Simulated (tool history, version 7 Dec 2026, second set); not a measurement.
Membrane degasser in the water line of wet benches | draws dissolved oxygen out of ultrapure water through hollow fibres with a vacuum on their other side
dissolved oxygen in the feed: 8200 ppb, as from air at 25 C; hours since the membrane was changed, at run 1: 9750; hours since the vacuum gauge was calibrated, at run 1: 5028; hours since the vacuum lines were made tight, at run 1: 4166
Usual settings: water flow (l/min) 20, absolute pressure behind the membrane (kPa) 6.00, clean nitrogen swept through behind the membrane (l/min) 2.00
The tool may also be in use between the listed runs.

| run | hour | water flow (l/min) | absolute pressure behind the membrane (kPa) | clean nitrogen swept through behind the membrane (l/min) | hours since the membrane was changed | hours since the vacuum gauge was calibrated | hours since the vacuum lines were made tight | dissolved oxygen in the water behind the degasser (ppb) | pressure that the water loses in the fibres (kPa) |
|---|---|---|---|---|---|---|---|---|---|
| 1 | 0.0 | 20 | 6.00 | 2.00 | 9750 | 5028 | 4166 | 312.6 | 43.70 |
| 2 | 243.5 | 20 | 6.00 | 2.00 | 9994 | 5271 | 4410 | 310.9 | 43.75 |
| 3 | 465.9 | 20 | 6.00 | 5.05 | 10216 | 5494 | 4632 | 283.1 | 43.81 |
| 4 | 778.9 | 20 | 6.00 | 5.05 | 10529 | 5807 | 4945 | 282.8 | 43.71 |
| 5 | 1011.9 | 20 | 6.00 | 5.05 | 10762 | 6040 | 5178 | 282.5 | 44.03 |
| 6 | 1331.0 | 20 | 4.90 | 2.00 | 11081 | 6359 | 5497 | 291.2 | 43.60 |
| 7 | 1631.6 | 20 | 8.61 | 2.00 | 11382 | 6660 | 5798 | 370.4 | 43.63 |
| 8 | 1794.7 | 20 | 6.00 | 1.12 | 11545 | 6823 | 5961 | 367.7 | 43.68 |
| 9 | 1979.7 | 20 | 6.00 | 2.00 | 11730 | 7008 | 6146 | 317.2 | 43.51 |
| 10 | 2257.3 | 20 | 6.00 | 2.00 | 12008 | 7285 | 6424 | 324.1 | 43.87 |
| 11 | 2563.1 | 20 | 6.00 | 2.00 | 12313 | 7591 | 6729 | 320.0 | 43.54 |
| 12 | 2803.6 | 20 | 6.00 | 2.00 | 12554 | 7832 | 6970 | 312.7 | 43.51 |
| 13 | 3065.7 | 14 | 6.00 | 2.00 | 12816 | 8094 | 7232 | 123.5 | 30.36 |
|  | 3268.0 | membrane cartridge changed |
| 14 | 3399.1 | 14 | 6.00 | 2.00 | 131 | 8423 | 7561 | 123.9 | 30.69 |
| 15 | 3655.0 | 14 | 6.00 | 2.00 | 387 | 8679 | 7817 | 124.1 | 30.51 |
|  | 3676.3 | vacuum gauge calibrated |
| 16 | 3882.1 | 14 | 6.00 | 2.00 | 614 | 206 | 8044 | 122.9 | 30.47 |
| 17 | 4186.9 | 14 | 6.00 | 2.00 | 918 | 511 | 8349 | 123.2 | 30.25 |
| 18 | 4441.7 | 15 | 6.09 | 3.41 | 1173 | 765 | 8604 | 133.4 | 32.54 |
| 19 | 4790.4 | 23 | 4.43 | 0.89 | 1522 | 1114 | 8952 | 429.3 | 50.06 |
|  | 4901.2 | seals of the vacuum lines changed |
| 20 | 5079.9 | 23 | 4.43 | 0.89 | 1809 | 1402 | 179 | 436.3 | 49.82 |
| 21 | 5362.8 | 23 | 4.43 | 0.89 | 2092 | 1685 | 462 | 440.6 | 49.55 |
| 22 | 5614.8 | 23 | 4.43 | 0.89 | 2344 | 1937 | 714 | 432.1 | 50.09 |
| 23 | 5768.7 | 17 | 3.81 | 1.30 | 2498 | 2090 | 867 | 174.9 | 36.83 |
| 24 | 5979.2 | 31 | 6.00 | 5.00 | 2709 | 2301 | 1078 | 784.8 | 67.01 |
| 25 | 6285.6 | 31 | 6.00 | 5.00 | 3015 | 2607 | 1384 | 771.1 | 66.98 |
| 26 | 6549.8 | 31 | 6.00 | 2.00 | 3279 | 2871 | 1649 | 822.9 | 66.65 |
| 27 | 6715.5 | 31 | 6.00 | 2.00 | 3445 | 3037 | 1814 | 823.3 | 66.73 |
| 28 | 6884.6 | 31 | 6.00 | 2.00 | 3614 | 3206 | 1983 | 814.7 | 67.21 |
| 29 | 7029.7 | 31 | 6.00 | 2.00 | 3759 | 3351 | 2128 | 804.4 | 66.66 |
| 30 | 7373.1 | 17 | 10.79 | 4.83 | 4103 | 3695 | 2472 | 216.3 | 36.37 |
| 31 | 7573.2 | 17 | 10.79 | 4.83 | 4303 | 3895 | 2672 | 216.5 | 36.68 |
| 32 | 7726.5 | 30 | 10.79 | 4.83 | 4456 | 4048 | 2825 | 790.5 | 64.07 |
| 33 | 8004.1 | 28 | 12.51 | 2.00 | 4734 | 4326 | 3103 | 835.7 | 59.89 |

Some steps in pressure that the water loses in the fibres (kPa) between neighbouring runs. How much of each would the tool show without its hidden state too (settings, what came in, random variation), and how much is left for the hidden state, with any gauge scatter that isn't in both results?
The hidden state here: membrane still open, %; true pressure behind the membrane over the reading, kPa; air that leaks in behind the membrane, l/min; drift of the gauge itself on oxygen_ppb, %; drift of the gauge itself on loss_of_pressure_kpa, %.
Run 23 -> 24: water flow (l/min) 17 -> 31, absolute pressure behind the membrane (kPa) 3.81 -> 6.00, clean nitrogen swept through behind the membrane (l/min) 1.30 -> 5.00. pressure that the water loses in the fibres (kPa) +30.18: hidden state -0.41, all else +30.59.
Run 29 -> 30: water flow (l/min) 31 -> 17, absolute pressure behind the membrane (kPa) 6.00 -> 10.79, clean nitrogen swept through behind the membrane (l/min) 2.00 -> 4.83. pressure that the water loses in the fibres (kPa) -30.29: hidden state +0.45, all else -30.74.
Run 31 -> 32: water flow (l/min) 17 -> 30. pressure that the water loses in the fibres (kPa) +27.39: hidden state -0.48, all else +27.87.

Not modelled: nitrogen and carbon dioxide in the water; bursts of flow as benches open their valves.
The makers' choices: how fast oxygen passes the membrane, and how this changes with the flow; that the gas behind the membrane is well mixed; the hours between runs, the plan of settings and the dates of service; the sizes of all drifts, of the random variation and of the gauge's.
